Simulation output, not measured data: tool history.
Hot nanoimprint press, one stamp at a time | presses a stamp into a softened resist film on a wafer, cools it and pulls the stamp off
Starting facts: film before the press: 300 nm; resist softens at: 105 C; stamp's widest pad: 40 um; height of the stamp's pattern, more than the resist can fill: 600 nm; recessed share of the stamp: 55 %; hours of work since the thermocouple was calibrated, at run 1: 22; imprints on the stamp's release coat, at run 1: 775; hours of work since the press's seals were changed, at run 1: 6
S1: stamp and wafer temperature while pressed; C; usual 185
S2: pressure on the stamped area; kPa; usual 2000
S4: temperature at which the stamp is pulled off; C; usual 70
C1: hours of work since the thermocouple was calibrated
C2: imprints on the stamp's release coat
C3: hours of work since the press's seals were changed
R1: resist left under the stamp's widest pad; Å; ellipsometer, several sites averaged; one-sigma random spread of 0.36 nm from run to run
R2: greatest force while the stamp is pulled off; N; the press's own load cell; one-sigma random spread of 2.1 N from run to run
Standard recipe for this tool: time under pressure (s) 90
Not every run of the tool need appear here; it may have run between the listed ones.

Run 1, hour 0: usual settings; C1 22; C2 775; C3 6. Result: R1 1371 Å, R2 229 N.
Run 2, hour 8.2: usual settings; C1 28; C2 793; C3 12. Result: R1 1359 Å, R2 230 N.
Run 3, hour 18: usual settings; C1 35; C2 816; C3 19. Result: R1 1378 Å, R2 229 N.
Run 4, hour 31.9: usual settings; C1 45; C2 847; C3 29. Result: R1 1374 Å, R2 232 N.
Run 5, hour 39.2: usual settings; C1 50; C2 864; C3 35. Result: R1 1373 Å, R2 228 N.
Run 6, hour 47.8: usual settings; C1 56; C2 883; C3 41. Result: R1 1372 Å, R2 228 N.
Run 7, hour 58: usual settings but S4 58 C; C1 63; C2 906; C3 48. Result: R1 1369 Å, R2 282 N.
Run 8, hour 66: usual settings but S4 58 C; C1 69; C2 924; C3 54. Result: R1 1369 Å, R2 278 N.
Run 9, hour 72.1: usual settings but S4 58 C; C1 73; C2 938; C3 58. Result: R1 1374 Å, R2 276 N.
Run 10, hour 80.8: usual settings but S4 58 C; C1 80; C2 958; C3 64. Result: R1 1365 Å, R2 278 N.
Run 11, hour 90.8: usual settings but S1 189 C, S2 2800 kPa, time under pressure (s) 46, S4 67 C; C1 87; C2 980; C3 71. Result: R1 1319 Å, R2 241 N.
Run 12, hour 97.8: usual settings but S2 1720 kPa, time under pressure (s) 82; C1 92; C2 996; C3 76. Result: R1 1520 Å, R2 234 N.
Run 13, hour 104.2: usual settings but S2 1720 kPa, time under pressure (s) 82; C1 96; C2 1011; C3 81. Result: R1 1522 Å, R2 231 N.
Run 14, hour 113.9: usual settings but time under pressure (s) 159; C1 103; C2 1032; C3 88. Result: R1 1111 Å, R2 229 N.
Run 15, hour 126.2: usual settings but time under pressure (s) 86; C1 112; C2 1060; C3 97. Result: R1 1395 Å, R2 233 N.
Run 16, hour 133.8: usual settings but S1 182 C, time under pressure (s) 162; C1 117; C2 1077; C3 102. Result: R1 1211 Å, R2 231 N.
Run 17, hour 143.5: usual settings but S1 193 C, S2 2470 kPa; C1 124; C2 1099; C3 109. Result: R1 989 Å, R2 232 N.
Run 18, hour 149.6: usual settings but S1 195 C, S2 2520 kPa, S4 63 C; C1 129; C2 1113; C3 113. Result: R1 929 Å, R2 256 N.

Forecast each of these 3 alternatives for the next run:
Run A, hour 156.6: usual settings but S1 190 C, S2 1760 kPa, time under pressure (s) 106, S4 63 C; C1 134; C2 1129; C3 118. Result: R1 ?, R2 ?.
Run B, hour 156.6: usual settings but S1 195 C, S2 2520 kPa, time under pressure (s) 118, S4 63 C; C1 134; C2 1129; C3 118. Result: R1 ?, R2 ?.
Run C, hour 156.6: usual settings but S1 182 C, S2 1930 kPa, S4 76 C; C1 134; C2 1129; C3 118. Result: R1 ?, R2 ?.

run    R1   R2
  A  1207  260
  B   833  260
  C  1508  205
With the hidden condition removed and each run's random variation left untouched, the same runs would have given:
run    R1   R2
  A  1206  259
  B   833  259
  C  1507  204

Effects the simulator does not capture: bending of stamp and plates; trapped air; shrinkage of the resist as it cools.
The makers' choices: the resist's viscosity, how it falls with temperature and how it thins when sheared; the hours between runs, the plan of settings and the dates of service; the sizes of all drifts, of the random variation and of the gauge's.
